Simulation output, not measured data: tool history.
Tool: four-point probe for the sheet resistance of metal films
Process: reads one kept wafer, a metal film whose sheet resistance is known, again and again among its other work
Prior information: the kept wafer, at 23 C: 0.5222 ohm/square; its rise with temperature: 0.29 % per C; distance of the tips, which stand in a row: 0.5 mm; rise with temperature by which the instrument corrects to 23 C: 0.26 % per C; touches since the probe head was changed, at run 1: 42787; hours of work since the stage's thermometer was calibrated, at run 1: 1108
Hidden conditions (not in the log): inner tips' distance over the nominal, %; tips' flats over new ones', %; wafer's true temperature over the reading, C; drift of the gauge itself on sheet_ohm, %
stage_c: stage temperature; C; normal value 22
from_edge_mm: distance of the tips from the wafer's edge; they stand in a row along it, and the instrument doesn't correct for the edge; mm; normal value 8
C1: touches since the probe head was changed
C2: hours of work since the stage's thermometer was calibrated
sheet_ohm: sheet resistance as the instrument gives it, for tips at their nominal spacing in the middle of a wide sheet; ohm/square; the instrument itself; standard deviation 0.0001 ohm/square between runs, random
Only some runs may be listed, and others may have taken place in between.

{"run": 1, "day": 0.0, "stage_c": 22, "from_edge_mm": 8, "C1": 42787, "C2": 1108, "sheet_ohm": 0.525763}
{"run": 2, "day": 1.7, "stage_c": 34, "from_edge_mm": 8, "C1": 44882, "C2": 1136, "sheet_ohm": 0.527594}
{"run": 3, "day": 4.867, "stage_c": 22, "from_edge_mm": 74, "C1": 48780, "C2": 1188, "sheet_ohm": 0.524994}
{"run": 4, "day": 8.362, "stage_c": 22, "from_edge_mm": 33, "C1": 53087, "C2": 1246, "sheet_ohm": 0.525406}
{"run": 5, "day": 12.0, "stage_c": 22, "from_edge_mm": 33, "C1": 57563, "C2": 1306, "sheet_ohm": 0.525692}
{"run": 6, "day": 14.575, "stage_c": 22, "from_edge_mm": 44, "C1": 60735, "C2": 1348, "sheet_ohm": 0.52574}
{"run": 7, "day": 16.471, "stage_c": 22, "from_edge_mm": 44, "C1": 63071, "C2": 1380, "sheet_ohm": 0.525806}
{"run": 8, "day": 19.762, "stage_c": 22, "from_edge_mm": 4, "C1": 67121, "C2": 1434, "sheet_ohm": 0.530475}
{"run": 9, "day": 22.775, "stage_c": 22, "from_edge_mm": 4, "C1": 70836, "C2": 1484, "sheet_ohm": 0.530598}
{"day": 25.508, "done": "stage's thermometer calibrated"}
{"run": 10, "day": 26.217, "stage_c": 22, "from_edge_mm": 4, "C1": 75045, "C2": 12, "sheet_ohm": 0.531121}
{"run": 11, "day": 29.871, "stage_c": 26, "from_edge_mm": 4, "C1": 79547, "C2": 72, "sheet_ohm": 0.531918}
{"run": 12, "day": 31.967, "stage_c": 26, "from_edge_mm": 4, "C1": 82128, "C2": 107, "sheet_ohm": 0.532041}
{"run": 13, "day": 33.704, "stage_c": 22, "from_edge_mm": 8, "C1": 84265, "C2": 135, "sheet_ohm": 0.52816}
{"run": 14, "day": 36.05, "stage_c": 22, "from_edge_mm": 24, "C1": 87154, "C2": 174, "sheet_ohm": 0.527339}
{"run": 15, "day": 38.5, "stage_c": 22, "from_edge_mm": 8, "C1": 90173, "C2": 215, "sheet_ohm": 0.528641}
{"run": 16, "day": 41.862, "stage_c": 22, "from_edge_mm": 8, "C1": 94311, "C2": 270, "sheet_ohm": 0.528602}
{"day": 43.508, "done": "stage's thermometer calibrated, once more"}
{"run": 17, "day": 43.762, "stage_c": 22, "from_edge_mm": 8, "C1": 96627, "C2": 4, "sheet_ohm": 0.528266}
{"run": 18, "day": 46.329, "stage_c": 22, "from_edge_mm": 8, "C1": 99788, "C2": 47, "sheet_ohm": 0.528683}
{"run": 19, "day": 49.171, "stage_c": 22, "from_edge_mm": 8, "C1": 103289, "C2": 94, "sheet_ohm": 0.528544}
{"run": 20, "day": 51.238, "stage_c": 22, "from_edge_mm": 19, "C1": 105834, "C2": 128, "sheet_ohm": 0.52789}
{"run": 21, "day": 53.854, "stage_c": 22, "from_edge_mm": 19, "C1": 109053, "C2": 171, "sheet_ohm": 0.52804}
{"run": 22, "day": 56.571, "stage_c": 25, "from_edge_mm": 8, "C1": 112400, "C2": 216, "sheet_ohm": 0.529669}
{"run": 23, "day": 59.646, "stage_c": 25, "from_edge_mm": 8, "C1": 116184, "C2": 266, "sheet_ohm": 0.530014}
{"run": 24, "day": 63.133, "stage_c": 25, "from_edge_mm": 8, "C1": 120483, "C2": 324, "sheet_ohm": 0.530071}
{"run": 25, "day": 66.121, "stage_c": 31, "from_edge_mm": 10, "C1": 124161, "C2": 373, "sheet_ohm": 0.530686}
{"run": 26, "day": 68.338, "stage_c": 22, "from_edge_mm": 12, "C1": 126891, "C2": 410, "sheet_ohm": 0.5295}
{"run": 27, "day": 69.862, "stage_c": 30, "from_edge_mm": 24, "C1": 128768, "C2": 435, "sheet_ohm": 0.530318}
{"run": 28, "day": 72.617, "stage_c": 19, "from_edge_mm": 24, "C1": 132159, "C2": 481, "sheet_ohm": 0.529047}
{"day": 73.671, "done": "new probe head fitted"}
{"run": 29, "day": 74.588, "stage_c": 28, "from_edge_mm": 8, "C1": 1128, "C2": 513, "sheet_ohm": 0.523836}
{"run": 30, "day": 77.479, "stage_c": 28, "from_edge_mm": 8, "C1": 4690, "C2": 560, "sheet_ohm": 0.523735}
{"run": 31, "day": 80.675, "stage_c": 28, "from_edge_mm": 8, "C1": 8625, "C2": 613, "sheet_ohm": 0.524246}
{"run": 32, "day": 83.646, "stage_c": 18, "from_edge_mm": 5, "C1": 12283, "C2": 662, "sheet_ohm": 0.52436}
{"run": 33, "day": 86.425, "stage_c": 31, "from_edge_mm": 28, "C1": 15704, "C2": 708, "sheet_ohm": 0.523777}

What will run 34 give?
{"run": 34, "day": 88.746, "stage_c": 31, "from_edge_mm": 42, "C1": 18561, "C2": 746, "sheet_ohm": "?"}

For run 34 the tool returned sheet_ohm 0.523866 ohm/square.
The same run, on a tool lacking any hidden state, would have yielded sheet_ohm 0.523233 ohm/square.
